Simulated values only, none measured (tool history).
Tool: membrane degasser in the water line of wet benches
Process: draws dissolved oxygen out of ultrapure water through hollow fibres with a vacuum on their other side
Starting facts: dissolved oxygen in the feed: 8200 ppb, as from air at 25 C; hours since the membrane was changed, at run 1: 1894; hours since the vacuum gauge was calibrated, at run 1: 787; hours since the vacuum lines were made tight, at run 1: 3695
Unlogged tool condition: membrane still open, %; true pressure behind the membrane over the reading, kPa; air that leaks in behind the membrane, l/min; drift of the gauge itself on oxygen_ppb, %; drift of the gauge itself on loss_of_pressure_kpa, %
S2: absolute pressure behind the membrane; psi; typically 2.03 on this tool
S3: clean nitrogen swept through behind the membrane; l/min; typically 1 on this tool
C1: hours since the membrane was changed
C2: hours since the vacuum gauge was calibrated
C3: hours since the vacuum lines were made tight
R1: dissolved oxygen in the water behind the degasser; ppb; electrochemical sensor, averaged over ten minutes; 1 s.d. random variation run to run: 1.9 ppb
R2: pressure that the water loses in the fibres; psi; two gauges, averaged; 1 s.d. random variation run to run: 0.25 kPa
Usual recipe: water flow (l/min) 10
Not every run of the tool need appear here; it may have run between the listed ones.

Run 1, hour 0: usual settings; C1 1894; C2 787; C3 3695. Result: R1 276.7 ppb, R2 9.435 psi.
Run 2, hour 57.9: usual settings but S3 2.49 l/min; C1 1952; C2 844; C3 3753. Result: R1 136.1 ppb, R2 9.474 psi.
Run 3, hour 117.7: usual settings but S3 2.49 l/min; C1 2012; C2 904; C3 3812. Result: R1 138.1 ppb, R2 9.488 psi.
Run 4, hour 168.4: usual settings but S3 2.49 l/min; C1 2063; C2 955; C3 3863. Result: R1 135.8 ppb, R2 9.414 psi.
Run 5, hour 238: usual settings but S3 2.49 l/min; C1 2132; C2 1025; C3 3933. Result: R1 135.6 ppb, R2 9.404 psi.
Run 6, hour 317: usual settings; C1 2211; C2 1104; C3 4012. Result: R1 281.4 ppb, R2 9.455 psi.
Run 7, hour 425.4: usual settings but S2 4.03 psi; C1 2320; C2 1212; C3 4120. Result: R1 566.4 ppb, R2 9.397 psi.
Run 8, hour 520.6: usual settings but S3 0.64 l/min; C1 2415; C2 1307; C3 4215. Result: R1 396.6 ppb, R2 9.452 psi.
Run 9, hour 605.4: usual settings but S3 0.64 l/min; C1 2500; C2 1392; C3 4300. Result: R1 399.4 ppb, R2 9.422 psi.
Run 10, hour 707.4: usual settings but S3 0.64 l/min; C1 2602; C2 1494; C3 4402. Result: R1 404 ppb, R2 9.409 psi.
Run 11, hour 751.9: usual settings but S3 0.64 l/min; C1 2646; C2 1538; C3 4447. Result: R1 401.1 ppb, R2 9.503 psi.
Run 12, hour 860.9: usual settings but S2 1.23 psi; C1 2755; C2 1647; C3 4556. Result: R1 155.5 ppb, R2 9.427 psi.
Run 13, hour 933: usual settings but S2 4.67 psi, S3 1.19 l/min; C1 2827; C2 1720; C3 4628. Result: R1 573.2 ppb, R2 9.499 psi.
Run 14, hour 1036.3: usual settings but water flow (l/min) 6, S2 4.28 psi, S3 0.68 l/min; C1 2931; C2 1823; C3 4731. Result: R1 525.9 ppb, R2 5.683 psi.
Run 15, hour 1139.6: usual settings but water flow (l/min) 8, S3 0.89 l/min; C1 3034; C2 1926; C3 4834. Result: R1 242.2 ppb, R2 7.577 psi.

What does the tool deliver on the next run?
Run 16, hour 1214: usual settings but water flow (l/min) 7, S2 1.9 psi; C1 3108; C2 2001; C3 4909. Result: R1 ?, R2 ?.

R1: 173.1 ppb
R2: 6.599 psi
Without the tool's hidden state the same run would have given R1 172.8 ppb, R2 6.598 psi.
